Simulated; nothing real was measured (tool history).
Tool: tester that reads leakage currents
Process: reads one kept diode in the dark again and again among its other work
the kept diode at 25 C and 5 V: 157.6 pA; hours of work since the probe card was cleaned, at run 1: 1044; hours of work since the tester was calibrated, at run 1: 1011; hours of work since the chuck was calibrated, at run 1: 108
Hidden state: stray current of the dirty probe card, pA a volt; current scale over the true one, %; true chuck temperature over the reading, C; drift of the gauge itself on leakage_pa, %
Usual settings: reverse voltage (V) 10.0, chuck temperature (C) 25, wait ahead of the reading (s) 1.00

run	day	reverse voltage (V)	chuck temperature (C)	wait ahead of the reading (s)	hours of work since the probe card was cleaned	hours of work since the tester was calibrated	hours of work since the chuck was calibrated	current that the tester gives (pA)
1	0.000	10.0	25	1.00	1044	1011	108	232.83
2	1.729	13.2	25	1.00	1063	1030	126	271.78
3	3.117	10.0	45	1.00	1078	1045	141	1100.06
4	4.417	5.7	25	1.00	1092	1059	155	168.37
5	6.667	5.7	25	1.00	1117	1083	180	167.43
6	9.396	5.7	25	1.00	1146	1113	209	166.80
7	10.725	5.7	25	1.00	1161	1127	224	166.92
8	11.921	5.7	25	1.00	1173	1140	237	167.31
9	13.725	5.7	25	1.00	1193	1160	256	166.54
10	15.692	5.7	25	1.00	1214	1181	277	164.71
11	18.012	8.8	25	1.00	1239	1206	303	211.19
12	19.608	10.0	38	1.00	1257	1223	320	639.54
13	21.167	1.5	25	1.00	1274	1240	337	78.08
14	23.779	1.7	25	1.00	1302	1269	365	83.29
15	25.996	1.7	25	1.00	1326	1293	389	83.29
16	27.554	1.7	25	1.00	1343	1309	406	82.69
17	28.950	1.7	25	1.00	1358	1325	421	82.20
18	30.096	10.0	25	3.36	1370	1337	433	222.70
19	32.262	10.0	25	3.36	1394	1360	457	221.77
20	34.508	6.9	25	3.36	1418	1385	481	178.99
21	37.088	1.3	25	8.08	1446	1413	509	69.77
22	38.612	1.5	41	0.49	1462	1429	526	272.70
23	40.217	1.7	30	4.45	1480	1447	543	122.71
24	42.729	1.7	30	4.45	1507	1474	570	122.35
25	44.338	1.7	22	6.32	1524	1491	588	63.01
26	46.267	10.0	48	1.27	1545	1512	609	1301.37
27	48.442	9.8	32	0.37	1569	1536	632	384.72
28	50.912	3.3	51	0.37	1596	1562	659	868.42
29	53.033	10.0	28	4.03	1619	1585	682	278.28
30	54.317	10.0	28	4.03	1632	1599	696	275.26
31	55.925	10.4	25	1.00	1650	1617	713	222.90
32	58.317	10.4	25	1.00	1676	1643	739	223.91
33	59.471	5.9	21	0.49	1688	1655	751	117.75
34	60.858	5.9	21	0.49	1703	1670	766	117.44
35	63.458	1.3	22	0.49	1731	1698	795	53.24
36	65.017	3.1	48	0.83	1748	1715	812	666.94
37	66.588	3.1	48	0.83	1765	1732	829	664.09
38	68.583	3.1	48	0.83	1787	1754	850	659.44
39	70.508	1.8	59	1.00	1808	1774	871	1056.55
40	73.150	1.8	59	1.00	1836	1803	900	1059.50

Forecast each of these 3 alternatives for the next run:
A	74.575	1.8	47	3.32	1852	1819	915	?
B	74.575	1.8	26	1.00	1852	1819	915	?
C	74.575	10.0	26	1.00	1852	1819	915	?

run	current that the tester gives (pA)
A	451.62
B	87.56
C	232.82
Without the tool's hidden state the same runs would have given:
run	current that the tester gives (pA)
A	502.48
B	97.58
C	254.93
